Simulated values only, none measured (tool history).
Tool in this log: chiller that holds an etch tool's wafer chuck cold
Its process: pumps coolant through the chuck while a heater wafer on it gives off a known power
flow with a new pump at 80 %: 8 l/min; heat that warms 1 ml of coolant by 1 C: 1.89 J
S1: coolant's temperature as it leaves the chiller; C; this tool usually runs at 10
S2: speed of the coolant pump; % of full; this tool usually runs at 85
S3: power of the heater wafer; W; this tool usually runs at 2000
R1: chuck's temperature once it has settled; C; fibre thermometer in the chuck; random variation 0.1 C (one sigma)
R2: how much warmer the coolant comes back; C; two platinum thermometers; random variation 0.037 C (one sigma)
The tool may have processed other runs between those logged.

| run | day | S1 | S2 | S3 | R1 | R2 |
|---|---|---|---|---|---|---|
| 1 | 0 | 10 | 85 | 2000 | 26.4 | 7.52 |
| 2 | 1.4 | 10 | 85 | 2000 | 26.5 | 7.51 |
| 3 | 2.617 | 10 | 85 | 2000 | 26.3 | 7.48 |
| 4 | 3.362 | 10 | 85 | 2000 | 26.3 | 7.49 |
| 5 | 4.154 | 10 | 85 | 2000 | 26.3 | 7.48 |
| 6 | 5.092 | 17 | 85 | 2000 | 33.5 | 7.5 |
| 7 | 5.808 | 17 | 81 | 2000 | 34.1 | 7.85 |
| 8 | 6.617 | 17 | 81 | 2000 | 34.2 | 7.9 |
| 9 | 8.004 | 10 | 73 | 2000 | 28.8 | 8.63 |
| 10 | 8.621 | 10 | 73 | 2000 | 28.6 | 8.71 |
| 11 | 10.033 | 10 | 73 | 2000 | 28.7 | 8.65 |
| 12 | 11.042 | 10 | 73 | 2000 | 28.6 | 8.72 |
| 13 | 11.733 | 10 | 73 | 2000 | 28.7 | 8.64 |
| 14 | 12.862 | 10 | 73 | 2000 | 28.8 | 8.65 |
| 15 | 13.642 | 10 | 71 | 2000 | 29.3 | 8.93 |
| 16 | 14.367 | 10 | 71 | 2000 | 29.2 | 8.95 |
| 17 | 15.408 | 10 | 71 | 2000 | 29.2 | 8.92 |
| 18 | 16.446 | 11 | 85 | 1481 | 23.2 | 5.58 |
| 19 | 17.367 | 11 | 85 | 1481 | 23.2 | 5.67 |
| 20 | 18.108 | 8 | 64 | 1852 | 27.6 | 9.09 |
| 21 | 19.029 | 17 | 69 | 2000 | 36.7 | 9.08 |
| 22 | 20.012 | 11 | 85 | 1080 | 20 | 4.09 |
| 23 | 20.742 | 17 | 83 | 1132 | 26.6 | 4.37 |
| 24 | 22.104 | 16 | 81 | 2000 | 33.2 | 7.88 |

Run 25 has not been measured yet. What should we expect?
| 25 | 22.854 | 16 | 62 | 2000 | ? | ? |

Run 25 came out at R1 37.9 C, R2 10.23 C.
The same run, on a tool lacking any hidden state, would have yielded R1 36.8 C, R2 10.11 C.
